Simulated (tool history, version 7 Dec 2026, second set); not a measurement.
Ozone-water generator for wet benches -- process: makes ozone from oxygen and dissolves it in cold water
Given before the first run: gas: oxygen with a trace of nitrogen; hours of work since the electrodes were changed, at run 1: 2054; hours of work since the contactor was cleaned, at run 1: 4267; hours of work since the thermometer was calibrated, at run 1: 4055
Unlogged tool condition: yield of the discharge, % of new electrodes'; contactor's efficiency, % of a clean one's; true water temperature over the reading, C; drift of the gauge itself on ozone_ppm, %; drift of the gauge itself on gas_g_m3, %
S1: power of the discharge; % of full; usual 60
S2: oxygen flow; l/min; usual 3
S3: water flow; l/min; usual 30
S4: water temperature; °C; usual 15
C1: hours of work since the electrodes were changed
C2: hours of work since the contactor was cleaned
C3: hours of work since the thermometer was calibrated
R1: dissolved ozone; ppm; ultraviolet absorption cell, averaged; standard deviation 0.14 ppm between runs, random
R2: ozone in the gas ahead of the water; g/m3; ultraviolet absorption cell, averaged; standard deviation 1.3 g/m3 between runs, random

run    hour  S1    S2  S3  S4    C1    C2    C3    R1     R2
  1       0  60     3  30  15  2054  4267  4055  14.2  233.9
  2    97.4  60     3  30  15  2129  4342  4130  14.2  236.3
  3   174.2  60     3  30  15  2188  4401  4189  14.3  236.6
  4   233.8  60     3  30  19  2234  4446  4234  13.7  235.1
  5   308.8  92     3  30  15  2291  4504  4292  20.3  337.3
  6   400.8  60     3  30  15  2362  4575  4363  14.5  236.3
  7   470.2  60     3  30  15  2415  4628  4416    14  234.1
  8   542.5  60     3  32  15  2471  4683  4471  13.2  233.6
  9     602  75     3  32  15  2516  4729  4517  15.6    283
 10   685.8  75     3  32  15  2581  4793  4581  15.9  282.1
 11   758.7  60     3  31  15  2637  4849  4637  13.8  233.6
 12   865.7  60     3  31  15  2719  4931  4719  13.6  233.9
 13   923.2  60  3.21  31  15  2763  4976  4764    14  227.1
 14   968.9  60  3.21  31  15  2798  5011  4799  13.7  229.4
 15  1032.2  60  3.21  31  15  2847  5059  4847  13.8  225.8
 16  1112.2  64  2.61  31   8  2908  5121  4909  13.9    259
 17    1216  82     3  30  15  2988  5200  4988    18  297.7
 18    1297  82     3  30  15  3050  5263  5050  17.9  299.7
 19  1346.4  60  5.39  30  15  3088  5300  5088    17  184.9
 20  1422.6  58  2.19  39  12  3146  5359  5147   8.7  258.3
 21  1485.8  58  2.19  39  12  3195  5407  5195   8.7    254

What will run 22 give?
 22  1562.3  60   3  30  10  3253  5466  5254   ?   ?

{"run 22": {"R1": 14.3, "R2": 233.4}}
Were there no unlogged condition in the tool, this run, its random variation unchanged, would have produced R1 15.7 ppm, R2 247.2 g/m3.

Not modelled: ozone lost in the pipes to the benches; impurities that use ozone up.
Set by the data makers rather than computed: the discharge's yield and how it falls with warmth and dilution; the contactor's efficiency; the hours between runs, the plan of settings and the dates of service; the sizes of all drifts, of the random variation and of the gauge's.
